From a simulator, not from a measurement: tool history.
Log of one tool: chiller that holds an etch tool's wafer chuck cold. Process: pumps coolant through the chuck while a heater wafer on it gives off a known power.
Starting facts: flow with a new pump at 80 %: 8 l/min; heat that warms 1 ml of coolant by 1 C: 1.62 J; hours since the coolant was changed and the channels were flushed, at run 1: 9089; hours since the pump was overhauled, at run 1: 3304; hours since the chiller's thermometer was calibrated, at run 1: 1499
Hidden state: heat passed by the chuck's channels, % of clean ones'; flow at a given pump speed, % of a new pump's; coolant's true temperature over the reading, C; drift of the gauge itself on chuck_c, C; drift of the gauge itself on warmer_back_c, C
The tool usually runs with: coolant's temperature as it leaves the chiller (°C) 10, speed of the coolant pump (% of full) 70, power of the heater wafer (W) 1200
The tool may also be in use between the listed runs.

run,hour,coolant's temperature as it leaves the chiller (°C),speed of the coolant pump (% of full),power of the heater wafer (W),hours since the coolant was changed and the channels were flushed,hours since the pump was overhauled,hours since the chiller's thermometer was calibrated,chuck's temperature once it has settled (°C),how much warmer the coolant comes back (C)
1,0,10,70,1200,9089,3304,1499,20.46,6.56
2,99.3,10,70,1200,9188,3403,1599,20.54,6.58
3,244.6,10,70,1200,9333,3548,1744,20.43,6.55
4,327.1,10,70,1200,9416,3631,1826,20.57,6.53
5,449.2,1,70,1200,9538,3753,1948,11.5,6.52
# hour 552.5: coolant changed, channels flushed
6,625,1,70,1200,73,3923,2118,10.96,6.57
7,771.2,10,70,1482,219,4069,2264,22.23,8.13
8,945.2,10,70,1200,393,4243,2438,19.92,6.58
9,1066.1,10,70,1200,514,4364,2559,19.91,6.64
10,1243.6,10,70,1200,691,4541,2737,19.91,6.63
# hour 1255.3: chiller's thermometer calibrated
11,1389,10,70,1200,836,4686,134,19.72,6.59
12,1533.6,10,70,1200,980,4830,278,19.74,6.62
# hour 1631.1: chiller's thermometer calibrated, once more
13,1631.1,10,70,1200,1077,4927,0,20.23,6.63
14,1745.1,10,70,1200,1191,5041,114,20.22,6.67
15,1838.6,10,70,1200,1284,5134,208,20.4,6.6
16,2037.9,10,70,1200,1483,5334,407,20.34,6.65
17,2234.3,10,70,1200,1680,5530,603,20.35,6.62
18,2358.7,10,70,1200,1804,5654,728,20.41,6.65
19,2507,9,70,1200,1953,5803,876,19.24,6.68
20,2710.2,9,70,1200,2156,6006,1079,19.32,6.69
21,2889.2,10,78,1200,2335,6185,1258,19.26,5.91
22,3090.1,10,78,1200,2536,6386,1459,19.35,5.97
23,3234.9,2,64,1260,2680,6531,1604,13.81,7.77
24,3393.9,8,74,956,2839,6690,1763,15.74,5.04
25,3484.6,8,74,956,2930,6780,1854,15.83,5
26,3601.1,7,73,1268,3047,6897,1970,17.51,6.71
27,3786.7,7,73,1268,3232,7082,2156,17.57,6.76
28,3939.4,16,63,1644,3385,7235,2308,31.76,10.33
29,4075.5,16,63,1644,3521,7371,2444,31.72,10.42
30,4216.5,9,96,1505,3662,7512,2585,18.74,5.96
31,4417.6,10,97,1200,3863,7713,2787,17.65,4.68

Here are 3 independent what-if runs from the current tool condition. What would each one return?
A,4534.6,12,76,926,3980,7830,2904,?,?
B,4534.6,10,97,1491,3980,7830,2904,?,?
C,4534.6,10,97,1190,3980,7830,2904,?,?

run,chuck's temperature once it has settled (°C),how much warmer the coolant comes back (C)
A,19.36,4.76
B,19.57,5.79
C,17.59,4.63
Without the tool's hidden state the same runs would have given:
run,chuck's temperature once it has settled (°C),how much warmer the coolant comes back (C)
A,19.11,4.55
B,19.18,5.54
C,17.33,4.43
